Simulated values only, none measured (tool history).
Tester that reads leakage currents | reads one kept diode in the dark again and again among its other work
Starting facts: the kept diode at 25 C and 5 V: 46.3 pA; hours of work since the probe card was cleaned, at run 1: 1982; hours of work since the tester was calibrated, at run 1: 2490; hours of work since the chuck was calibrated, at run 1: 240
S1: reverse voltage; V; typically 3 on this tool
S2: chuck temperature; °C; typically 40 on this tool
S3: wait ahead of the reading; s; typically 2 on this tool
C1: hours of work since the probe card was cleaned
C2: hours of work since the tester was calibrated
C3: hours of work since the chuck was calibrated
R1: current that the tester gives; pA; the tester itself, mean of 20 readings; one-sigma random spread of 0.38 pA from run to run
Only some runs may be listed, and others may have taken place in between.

run      day     S1  S2    S3    C1    C2    C3      R1
  1        0      3  40     2  1982  2490   240  128.73
  2    4.962      3  40     2  2055  2562   313  128.03
  3    8.642   3.66  40     2  2109  2616   367  140.62
  4   14.238   3.66  40     2  2191  2698   449  139.89
      18.721  -- tester calibrated
  5   20.562      3  32     2  2282    27   541   70.54
  6   25.133   2.17  40     2  2349    94   608  112.08
  7    31.45      3  40     2  2442   187   700  129.43
  8   34.421      3  40     2  2485   230   744  128.82
  9    39.05      3  40     2  2553   298   811  127.64
 10   43.612      3  28     2  2620   365   878   51.51
 11   48.775      3  28     2  2696   440   954   51.83
 12   54.767  10.26  40     2  2783   528  1042  225.65
      55.479  -- probe card cleaned and baked
 13     58.8  10.26  40  2.37    49   586  1099  230.89
 14   63.333   7.99  31  4.73   115   652  1166  107.13
 15   69.221   7.99  31  4.73   201   738  1252  108.29
 16   74.042   7.99  31  4.73   272   809  1322  108.01
      75.296  -- probe card cleaned and baked, once more
 17   79.404   6.42  28  6.75    60   886  1399    65.2
 18   82.262   6.42  28  6.75   102   928  1441   64.57
 19   87.921   2.69  25  2.99   185  1010  1524   34.79
 20   92.742   7.21  37   3.6   256  1081  1595   141.7
 21     95.7   4.06  20  1.02   299  1125  1638   27.84
 22   98.883   4.06  20  1.02   346  1171  1685   28.21
 23  102.425      3  31  1.58   398  1223  1737   60.33

Had the tool no unlogged condition, and each run kept its random variation, what would the results have been?
The tool's hidden condition here consists of: stray current of the dirty probe card, pA a volt; current scale over the true one, %; true chuck temperature over the reading, C; drift of the gauge itself on leakage_pa, %.
run      R1
  1  126.05
  2  125.54
  3  137.63
  4   137.1
  5   67.14
  6  109.93
  7  126.54
  8  126.03
  9  125.04
 10   48.08
 11   48.39
 12  214.61
 13  214.64
 14   93.25
 15   94.16
 16   93.84
 17   67.05
 18   66.38
 19   35.81
 20  145.92
 21   28.35
 22   28.68
 23   62.26
